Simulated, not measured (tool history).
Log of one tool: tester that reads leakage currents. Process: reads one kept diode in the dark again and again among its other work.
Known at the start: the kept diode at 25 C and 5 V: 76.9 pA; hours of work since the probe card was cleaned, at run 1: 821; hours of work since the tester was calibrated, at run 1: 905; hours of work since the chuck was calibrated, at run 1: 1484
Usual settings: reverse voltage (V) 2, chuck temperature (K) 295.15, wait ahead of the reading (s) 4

run,hour,reverse voltage (V),chuck temperature (K),wait ahead of the reading (s),hours of work since the probe card was cleaned,hours of work since the tester was calibrated,hours of work since the chuck was calibrated,current that the tester gives (pA)
1,0,2,295.15,4,821,905,1484,37.59
2,51,2,326.15,4,842,926,1504,282.43
3,112.8,2,326.15,4,867,951,1529,282.96
4,154.7,2,326.15,0.54,884,968,1547,282.71
5,228.6,2,295.15,0.65,914,998,1577,38.13
6,269,2,295.15,0.65,931,1014,1593,38.31
7,327.8,2,295.15,0.65,954,1038,1617,38.27
8,382.7,2,312.15,4,977,1061,1639,116.94
9,442.2,2,312.15,4,1001,1085,1664,116.89
10,497.5,2,328.15,4,1023,1107,1686,318.05
11,529.3,2,295.15,1.58,1036,1120,1699,38.17
12,591.2,2,295.15,1.58,1062,1146,1724,38.05
13,643,2,295.15,1.58,1083,1167,1745,38.17
14,718.2,2,295.15,1.58,1113,1197,1776,38.17
15,761.4,2,302.15,4,1131,1215,1793,60.52
16,825.7,2,295.15,4,1157,1241,1820,38.28
17,898.7,2,295.15,3.8,1187,1271,1849,38.19
18,970.7,2,295.15,0.77,1216,1300,1879,38.72
19,1040.6,2,295.15,0.77,1244,1328,1907,38.85
20,1079.6,2,294.15,0.43,1260,1344,1923,36.81
21,1146.6,8.58,326.15,0.43,1288,1372,1950,648.38
# hour 1180.6: probe card cleaned and baked
22,1217.5,8.58,320.15,3.41,15,1399,1978,426.01
23,1253.9,8.58,320.15,3.41,30,1414,1993,425.45
24,1315.6,1.33,320.15,3.41,55,1439,2018,147.91
25,1369.7,1.33,320.15,3.41,77,1461,2040,147.59
26,1431.9,1.33,320.15,3.41,102,1486,2065,148.01
27,1484.6,14.51,297.15,6.13,124,1508,2086,119.67
28,1525.3,4.71,328.15,0.48,140,1524,2103,501.74
29,1560.2,4.71,329.15,2.04,154,1539,2117,532.08
30,1632.5,6.35,320.15,2.62,184,1568,2147,358.19
31,1689.7,1.16,320.15,2.62,207,1591,2170,137.31
32,1764.6,2.11,310.15,0.5,238,1622,2200,100.12
33,1799.1,13.26,295.15,4,252,1636,2214,101.33
34,1831.5,2.65,328.15,0.51,265,1649,2228,359.64
35,1891.6,7.19,313.15,0.51,289,1673,2252,246.3
36,1933.4,2.56,300.15,0.38,306,1690,2269,56.8
37,1983.4,2,295.15,2.85,327,1711,2289,33.51
38,2025.8,6.9,305.15,8.16,344,1728,2307,139.34

Hidden state or all else? Some run-to-run changes of current that the tester gives (pA), split into what the settings, what came in and random variation would give without the hidden state, and what is left for the hidden state (with any gauge scatter that isn't in both results):
The hidden state here: stray current of the dirty probe card, pA a volt; current scale over the true one, %; true chuck temperature over the reading, C; drift of the gauge itself on leakage_pa, %.
Run 10 -> 11: chuck temperature (K) 328.15 -> 295.15, wait ahead of the reading (s) 4 -> 1.58. current that the tester gives (pA) -279.88: hidden state +22.58, all else -302.46.
Run 20 -> 21: reverse voltage (V) 2 -> 8.58, chuck temperature (K) 294.15 -> 326.15. current that the tester gives (pA) +611.57: hidden state -38.82, all else +650.39.
Run 27 -> 28: reverse voltage (V) 14.51 -> 4.71, chuck temperature (K) 297.15 -> 328.15, wait ahead of the reading (s) 6.13 -> 0.48. current that the tester gives (pA) +382.07: hidden state -40.15, all else +422.22.
Run 33 -> 34: reverse voltage (V) 13.26 -> 2.65, chuck temperature (K) 295.15 -> 328.15, wait ahead of the reading (s) 4 -> 0.51. current that the tester gives (pA) +258.31: hidden state -32.74, all else +291.05.
